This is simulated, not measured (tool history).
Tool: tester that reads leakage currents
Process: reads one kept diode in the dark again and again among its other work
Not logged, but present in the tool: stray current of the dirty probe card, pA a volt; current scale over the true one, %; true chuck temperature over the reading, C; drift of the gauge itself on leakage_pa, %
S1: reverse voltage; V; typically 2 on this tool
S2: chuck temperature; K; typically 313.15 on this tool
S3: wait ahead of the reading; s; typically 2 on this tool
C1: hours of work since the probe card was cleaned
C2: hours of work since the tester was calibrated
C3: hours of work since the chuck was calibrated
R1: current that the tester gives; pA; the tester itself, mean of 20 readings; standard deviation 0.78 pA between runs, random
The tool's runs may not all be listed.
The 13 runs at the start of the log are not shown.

run 14 hour=2301.3 | S1=2.28 S2=330.15 S3=2.36 | C1=1796 C2=295 C3=308 | R1=997.19
run 15 hour=2510.1 | S1=2 S2=313.15 S3=2 | C1=1897 C2=396 C3=409 | R1=259.21
run 16 hour=2749.7 | S1=2 S2=313.15 S3=2 | C1=2013 C2=513 C3=526 | R1=259.11
run 17 hour=2977.7 | S1=15.52 S2=313.15 S3=2 | C1=2124 C2=623 C3=636 | R1=768.28
-- hour=3027.1 chuck's temperature calibrated
run 18 hour=3235.5 | S1=15.52 S2=313.15 S3=2 | C1=2248 C2=748 C3=101 | R1=768.15
run 19 hour=3420.2 | S1=15.52 S2=313.15 S3=9.57 | C1=2338 C2=837 C3=191 | R1=771.49
run 20 hour=3567.6 | S1=15.52 S2=313.15 S3=9.57 | C1=2410 C2=909 C3=263 | R1=767.44
-- hour=3585.7 probe card cleaned and baked
run 21 hour=3760.2 | S1=9.84 S2=332.15 S3=9.57 | C1=85 C2=1001 C3=355 | R1=2495.1
run 22 hour=3918.9 | S1=9.84 S2=332.15 S3=9.57 | C1=162 C2=1078 C3=432 | R1=2498.44
run 23 hour=4080.8 | S1=1.88 S2=304.15 S3=2.31 | C1=240 C2=1157 C3=510 | R1=120.34
run 24 hour=4213.9 | S1=1.88 S2=294.15 S3=2.13 | C1=305 C2=1222 C3=575 | R1=50.87
run 25 hour=4321.4 | S1=9.78 S2=313.15 S3=1.41 | C1=357 C2=1274 C3=627 | R1=606.26
-- hour=4394.9 chuck's temperature calibrated
run 26 hour=4506.3 | S1=2.01 S2=295.15 S3=1.82 | C1=446 C2=1363 C3=54 | R1=57.62
run 27 hour=4752.2 | S1=2.01 S2=295.15 S3=1.82 | C1=566 C2=1482 C3=174 | R1=57.57
run 28 hour=4993.7 | S1=2 S2=305.15 S3=2 | C1=683 C2=1599 C3=291 | R1=136.03
run 29 hour=5244.9 | S1=1.86 S2=305.15 S3=2 | C1=805 C2=1721 C3=413 | R1=130.93
run 30 hour=5436.2 | S1=1.36 S2=296.15 S3=0.61 | C1=898 C2=1814 C3=506 | R1=51.29
run 31 hour=5588.8 | S1=2 S2=309.15 S3=2 | C1=972 C2=1888 C3=580 | R1=187.75
-- hour=5754 chuck's temperature calibrated
run 32 hour=5777.1 | S1=2 S2=309.15 S3=2 | C1=1063 C2=1979 C3=11 | R1=188.64
run 33 hour=5940.7 | S1=2 S2=309.15 S3=2 | C1=1142 C2=2058 C3=91 | R1=188.07
run 34 hour=6082 | S1=1.36 S2=296.15 S3=3.56 | C1=1211 C2=2127 C3=159 | R1=50.81
run 35 hour=6321.6 | S1=1.36 S2=296.15 S3=3.56 | C1=1327 C2=2244 C3=276 | R1=51.12
run 36 hour=6511.2 | S1=4.47 S2=327.15 S3=0.84 | C1=1419 C2=2336 C3=368 | R1=1144.15
run 37 hour=6700.6 | S1=4.47 S2=327.15 S3=0.84 | C1=1511 C2=2428 C3=460 | R1=1147.6
run 38 hour=6935.3 | S1=1.48 S2=298.15 S3=1.09 | C1=1625 C2=2542 C3=574 | R1=63.46

Consider 4 possible next runs. They are alternatives, not a sequence: every one starts from the tool as it was left by run 38. What does each give?
run A hour=7065.2 | S1=2.63 S2=300.15 S3=0.53 | C1=1688 C2=2605 C3=637 | R1=?
run B hour=7065.2 | S1=1.48 S2=313.15 S3=0.49 | C1=1688 C2=2605 C3=637 | R1=?
run C hour=7065.2 | S1=2 S2=297.15 S3=7.64 | C1=1688 C2=2605 C3=637 | R1=?
run D hour=7065.2 | S1=1.14 S2=304.15 S3=2.41 | C1=1688 C2=2605 C3=637 | R1=?

run=A R1=103.29
run=B R1=222.48
run=C R1=68.48
run=D R1=92.63
Take away the tool's hidden state, keep each run's random variation, and the runs would have read:
run=A R1=103.14
run=B R1=222.2
run=C R1=68.38
run=D R1=92.5
